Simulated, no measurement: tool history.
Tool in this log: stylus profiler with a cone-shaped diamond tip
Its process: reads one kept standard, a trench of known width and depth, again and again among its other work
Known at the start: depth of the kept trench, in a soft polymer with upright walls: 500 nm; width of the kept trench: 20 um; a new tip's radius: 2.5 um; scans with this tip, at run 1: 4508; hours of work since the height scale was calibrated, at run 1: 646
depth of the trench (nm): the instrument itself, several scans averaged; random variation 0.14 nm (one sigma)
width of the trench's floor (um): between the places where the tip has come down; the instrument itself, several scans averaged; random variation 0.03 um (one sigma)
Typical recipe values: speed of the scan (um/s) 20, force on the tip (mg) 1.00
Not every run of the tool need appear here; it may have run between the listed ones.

| run | hour | speed of the scan (um/s) | force on the tip (mg) | scans with this tip | hours of work since the height scale was calibrated | depth of the trench (nm) | width of the trench's floor (um) |
|---|---|---|---|---|---|---|---|
| 1 | 0.0 | 20 | 1.00 | 4508 | 646 | 501.72 | 16.12 |
| 2 | 69.9 | 20 | 1.00 | 4892 | 702 | 501.73 | 16.03 |
| 3 | 108.9 | 20 | 1.00 | 5106 | 732 | 501.66 | 16.02 |
| 4 | 146.8 | 7 | 1.00 | 5315 | 762 | 501.48 | 16.15 |
| 5 | 231.0 | 20 | 1.00 | 5778 | 829 | 501.21 | 15.95 |
| 6 | 269.9 | 20 | 2.75 | 5992 | 859 | 504.37 | 16.03 |
| 7 | 346.2 | 20 | 2.75 | 6411 | 919 | 504.22 | 15.97 |
| 8 | 417.1 | 20 | 2.75 | 6800 | 975 | 504.07 | 15.92 |
| 9 | 506.4 | 20 | 2.75 | 7292 | 1046 | 504.28 | 15.79 |
| 10 | 563.7 | 43 | 2.75 | 7607 | 1091 | 504.14 | 15.68 |
| 11 | 635.2 | 43 | 2.75 | 7999 | 1147 | 504.01 | 15.62 |
| 12 | 718.1 | 43 | 2.75 | 8455 | 1213 | 503.83 | 15.48 |
| 13 | 795.7 | 43 | 2.75 | 8882 | 1274 | 503.96 | 15.53 |
| 14 | 850.7 | 20 | 1.00 | 9185 | 1317 | 500.18 | 15.52 |
| 15 | 939.7 | 20 | 1.00 | 9674 | 1387 | 500.57 | 15.42 |
| 16 | 1017.7 | 34 | 1.00 | 10103 | 1449 | 500.55 | 15.26 |
| 17 | 1090.2 | 34 | 1.00 | 10501 | 1506 | 500.00 | 15.21 |
| 18 | 1140.4 | 34 | 1.00 | 10777 | 1545 | 499.91 | 15.21 |
| 19 | 1184.2 | 34 | 1.00 | 11018 | 1580 | 500.03 | 15.17 |
| 20 | 1275.0 | 34 | 1.00 | 11517 | 1652 | 500.01 | 15.17 |
| 21 | 1364.7 | 34 | 1.00 | 12010 | 1722 | 499.72 | 15.04 |
| 22 | 1442.6 | 34 | 1.00 | 12439 | 1784 | 499.50 | 15.02 |
| 23 | 1495.0 | 34 | 1.01 | 12726 | 1825 | 499.37 | 15.01 |
| 24 | 1557.0 | 20 | 1.00 | 13067 | 1874 | 499.27 | 15.02 |
| 25 | 1596.6 | 22 | 1.00 | 13285 | 1905 | 499.22 | 15.04 |
| 26 | 1636.8 | 15 | 0.78 | 13506 | 1937 | 498.97 | 15.08 |
| 27 | 1685.3 | 15 | 0.78 | 13773 | 1975 | 498.59 | 15.05 |
| 28 | 1749.8 | 31 | 0.81 | 14127 | 2026 | 498.40 | 14.89 |
|  | 1790.3 | new tip fitted, height scale calibrated |
| 29 | 1791.8 | 27 | 1.71 | 8 | 1 | 504.86 | 16.83 |
| 30 | 1873.0 | 27 | 1.71 | 454 | 65 | 504.75 | 16.76 |
| 31 | 1932.0 | 27 | 1.71 | 779 | 112 | 504.71 | 16.70 |
| 32 | 2020.9 | 27 | 1.71 | 1268 | 182 | 504.34 | 16.60 |
| 33 | 2074.1 | 28 | 2.06 | 1560 | 224 | 504.69 | 16.56 |
| 34 | 2136.8 | 14 | 1.42 | 1905 | 273 | 503.76 | 16.59 |
| 35 | 2209.6 | 14 | 1.42 | 2305 | 331 | 503.52 | 16.53 |
| 36 | 2285.7 | 61 | 0.54 | 2723 | 391 | 501.56 | 15.86 |
| 37 | 2333.4 | 22 | 1.23 | 2985 | 428 | 502.97 | 16.30 |
| 38 | 2416.0 | 22 | 1.23 | 3440 | 493 | 503.12 | 16.26 |
| 39 | 2507.5 | 12 | 0.67 | 3943 | 565 | 501.81 | 16.30 |
| 40 | 2600.4 | 32 | 2.31 | 4453 | 639 | 504.54 | 16.09 |
| 41 | 2664.4 | 46 | 0.33 | 4805 | 689 | 500.37 | 15.52 |
| 42 | 2712.6 | 46 | 0.33 | 5070 | 727 | 500.41 | 15.48 |
| 43 | 2780.5 | 46 | 0.33 | 5443 | 781 | 499.98 | 15.45 |
| 44 | 2864.1 | 46 | 0.33 | 5903 | 847 | 499.83 | 15.42 |
| 45 | 2939.8 | 46 | 0.33 | 6319 | 906 | 499.73 | 15.35 |
| 46 | 2978.6 | 46 | 0.33 | 6533 | 937 | 499.85 | 15.32 |
| 47 | 3067.8 | 9 | 2.62 | 7023 | 1007 | 504.49 | 15.92 |

Same runs, no hidden state in the tool, same run-to-run variation:
The tool's hidden condition here consists of: radius of the tip, um; height scale over the true one, %; drift of the gauge itself on depth_nm, %; drift of the gauge itself on floor_um, %.
| run | depth of the trench (nm) | width of the trench's floor (um) |
|---|---|---|
| 1 | 503.06 | 16.81 |
| 2 | 503.19 | 16.78 |
| 3 | 503.17 | 16.79 |
| 4 | 503.06 | 16.95 |
| 5 | 502.93 | 16.82 |
| 6 | 506.16 | 16.93 |
| 7 | 506.13 | 16.91 |
| 8 | 506.10 | 16.92 |
| 9 | 506.46 | 16.85 |
| 10 | 506.40 | 16.78 |
| 11 | 506.39 | 16.77 |
| 12 | 506.33 | 16.69 |
| 13 | 506.59 | 16.78 |
| 14 | 502.88 | 16.81 |
| 15 | 503.40 | 16.77 |
| 16 | 503.50 | 16.66 |
| 17 | 503.07 | 16.66 |
| 18 | 503.06 | 16.69 |
| 19 | 503.25 | 16.68 |
| 20 | 503.36 | 16.73 |
| 21 | 503.20 | 16.67 |
| 22 | 503.11 | 16.69 |
| 23 | 503.06 | 16.71 |
| 24 | 503.07 | 16.76 |
| 25 | 503.08 | 16.80 |
| 26 | 502.89 | 16.86 |
| 27 | 502.59 | 16.87 |
| 28 | 502.50 | 16.74 |
| 29 | 504.65 | 16.81 |
| 30 | 504.66 | 16.82 |
| 31 | 504.72 | 16.81 |
| 32 | 504.50 | 16.80 |
| 33 | 504.93 | 16.80 |
| 34 | 504.08 | 16.89 |
| 35 | 503.97 | 16.88 |
| 36 | 502.14 | 16.27 |
| 37 | 503.62 | 16.76 |
| 38 | 503.90 | 16.79 |
| 39 | 502.74 | 16.90 |
| 40 | 505.62 | 16.77 |
| 41 | 501.54 | 16.25 |
| 42 | 501.67 | 16.24 |
| 43 | 501.35 | 16.27 |
| 44 | 501.32 | 16.31 |
| 45 | 501.35 | 16.29 |
| 46 | 501.53 | 16.29 |
| 47 | 506.32 | 16.95 |

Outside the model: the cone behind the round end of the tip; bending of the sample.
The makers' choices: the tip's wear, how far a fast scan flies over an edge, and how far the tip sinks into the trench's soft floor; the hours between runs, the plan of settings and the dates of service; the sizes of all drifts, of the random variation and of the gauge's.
